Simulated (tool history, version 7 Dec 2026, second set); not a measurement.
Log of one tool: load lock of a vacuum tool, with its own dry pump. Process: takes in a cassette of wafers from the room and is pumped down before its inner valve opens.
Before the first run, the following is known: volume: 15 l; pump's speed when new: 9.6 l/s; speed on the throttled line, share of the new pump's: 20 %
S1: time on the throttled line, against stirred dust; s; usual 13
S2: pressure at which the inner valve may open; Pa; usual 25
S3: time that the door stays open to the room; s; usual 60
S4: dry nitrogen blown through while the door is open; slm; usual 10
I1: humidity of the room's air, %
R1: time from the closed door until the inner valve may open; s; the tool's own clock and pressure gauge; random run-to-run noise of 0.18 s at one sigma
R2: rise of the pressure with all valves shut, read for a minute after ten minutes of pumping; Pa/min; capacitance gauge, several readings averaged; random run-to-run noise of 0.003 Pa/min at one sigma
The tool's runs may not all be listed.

run 1 day=0.000 | S1=13 S2=25 S3=60 S4=10 | I1=45.5 | R1=23.4 R2=0.031
run 2 day=11.717 | S1=13 S2=25 S3=60 S4=10 | I1=45.5 | R1=23.1 R2=0.028
run 3 day=30.300 | S1=13 S2=25 S3=60 S4=10 | I1=41.9 | R1=23.2 R2=0.027
run 4 day=51.300 | S1=13 S2=25 S3=60 S4=10 | I1=46.0 | R1=23.3 R2=0.030
run 5 day=75.875 | S1=13 S2=25 S3=60 S4=10 | I1=46.7 | R1=23.7 R2=0.034
run 6 day=97.875 | S1=13 S2=25 S3=60 S4=10 | I1=46.5 | R1=23.6 R2=0.032
run 7 day=116.196 | S1=13 S2=25 S3=60 S4=10 | I1=46.5 | R1=23.2 R2=0.034
run 8 day=132.579 | S1=13 S2=25 S3=60 S4=24 | I1=45.3 | R1=23.2 R2=0.021
run 9 day=147.925 | S1=13 S2=25 S3=30 S4=10 | I1=44.7 | R1=23.2 R2=0.023
run 10 day=173.500 | S1=7 S2=20 S3=74 S4=4 | I1=45.3 | R1=18.7 R2=0.045
-- day=175.517 dry pump taken out, an overhauled one fitted
run 11 day=199.221 | S1=7 S2=20 S3=74 S4=4 | I1=43.6 | R1=18.8 R2=0.043

5 options for the next run, each taken on its own from the tool as it stands now. Forecast them:
run A day=220.000 | S1=13 S2=45 S3=118 S4=10 | I1=45.4 | R1=? R2=?
run B day=220.000 | S1=13 S2=25 S3=37 S4=8 | I1=44.8 | R1=? R2=?
run C day=220.000 | S1=7 S2=20 S3=86 S4=40 | I1=45.7 | R1=? R2=?
run D day=220.000 | S1=18 S2=23 S3=35 S4=10 | I1=43.4 | R1=? R2=?
run E day=220.000 | S1=15 S2=25 S3=138 S4=7 | I1=45.7 | R1=? R2=?

run=A R1=22.4 R2=0.039
run=B R1=23.7 R2=0.025
run=C R1=19.3 R2=0.027
run=D R1=27.7 R2=0.026
run=E R1=25.1 R2=0.048
Stripped of hidden state, with their random variation kept, the same runs would have yielded:
run=A R1=22.4 R2=0.038
run=B R1=23.7 R2=0.024
run=C R1=19.3 R2=0.026
run=D R1=27.7 R2=0.025
run=E R1=25.1 R2=0.047

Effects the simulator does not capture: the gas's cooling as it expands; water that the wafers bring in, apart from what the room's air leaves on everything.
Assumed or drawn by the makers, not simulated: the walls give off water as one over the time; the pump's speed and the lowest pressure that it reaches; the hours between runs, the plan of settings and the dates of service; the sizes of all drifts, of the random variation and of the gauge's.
